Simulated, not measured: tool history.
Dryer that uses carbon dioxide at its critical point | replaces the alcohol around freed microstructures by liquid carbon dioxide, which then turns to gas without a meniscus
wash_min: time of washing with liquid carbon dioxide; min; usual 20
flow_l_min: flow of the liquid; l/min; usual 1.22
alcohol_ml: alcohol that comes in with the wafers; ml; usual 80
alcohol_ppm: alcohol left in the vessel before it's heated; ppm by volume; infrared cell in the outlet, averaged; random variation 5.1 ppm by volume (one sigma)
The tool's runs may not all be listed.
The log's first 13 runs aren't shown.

run 14 hour=134.3 | wash_min=20 flow_l_min=1.22 alcohol_ml=80 | alcohol_ppm=105
run 15 hour=147.2 | wash_min=20 flow_l_min=1.22 alcohol_ml=80 | alcohol_ppm=109
run 16 hour=160.3 | wash_min=20 flow_l_min=1.22 alcohol_ml=80 | alcohol_ppm=107
run 17 hour=171.9 | wash_min=20 flow_l_min=1.22 alcohol_ml=80 | alcohol_ppm=116
run 18 hour=184.3 | wash_min=20 flow_l_min=1.22 alcohol_ml=80 | alcohol_ppm=117
run 19 hour=195.4 | wash_min=20 flow_l_min=1.22 alcohol_ml=80 | alcohol_ppm=108
run 20 hour=207.9 | wash_min=20 flow_l_min=1.22 alcohol_ml=80 | alcohol_ppm=118
run 21 hour=222.4 | wash_min=20 flow_l_min=1.22 alcohol_ml=80 | alcohol_ppm=108
run 22 hour=232.9 | wash_min=28 flow_l_min=1.22 alcohol_ml=80 | alcohol_ppm=42
run 23 hour=243.6 | wash_min=28 flow_l_min=1.22 alcohol_ml=80 | alcohol_ppm=53
run 24 hour=255.9 | wash_min=28 flow_l_min=1.22 alcohol_ml=80 | alcohol_ppm=41
run 25 hour=263 | wash_min=16 flow_l_min=2.04 alcohol_ml=27 | alcohol_ppm=40
run 26 hour=278.2 | wash_min=25 flow_l_min=1.88 alcohol_ml=80 | alcohol_ppm=39
run 27 hour=287.8 | wash_min=18 flow_l_min=0.9 alcohol_ml=32 | alcohol_ppm=270
run 28 hour=301.4 | wash_min=13 flow_l_min=1.76 alcohol_ml=46 | alcohol_ppm=111
run 29 hour=313.5 | wash_min=25 flow_l_min=0.91 alcohol_ml=80 | alcohol_ppm=171
run 30 hour=326 | wash_min=20 flow_l_min=1.23 alcohol_ml=80 | alcohol_ppm=122
run 31 hour=339.6 | wash_min=24 flow_l_min=1.8 alcohol_ml=80 | alcohol_ppm=40
run 32 hour=349.5 | wash_min=21 flow_l_min=1.87 alcohol_ml=34 | alcohol_ppm=48
run 33 hour=360.6 | wash_min=20 flow_l_min=1.73 alcohol_ml=20 | alcohol_ppm=49
run 34 hour=375.3 | wash_min=20 flow_l_min=1.73 alcohol_ml=20 | alcohol_ppm=42
run 35 hour=384.5 | wash_min=27 flow_l_min=0.8 alcohol_ml=110 | alcohol_ppm=289
run 36 hour=399.9 | wash_min=12 flow_l_min=0.76 alcohol_ml=53 | alcohol_ppm=1918
run 37 hour=408.9 | wash_min=13 flow_l_min=1.2 alcohol_ml=84 | alcohol_ppm=741
run 38 hour=420.8 | wash_min=21 flow_l_min=1.62 alcohol_ml=45 | alcohol_ppm=51

Run 39 comes next. What will it give?
run 39 hour=431.4 | wash_min=21 flow_l_min=1.62 alcohol_ml=45 | alcohol_ppm=?

{"run 39": {"alcohol_ppm": 52}}
Without the tool's hidden state the same run would have given alcohol_ppm 12 ppm by volume.
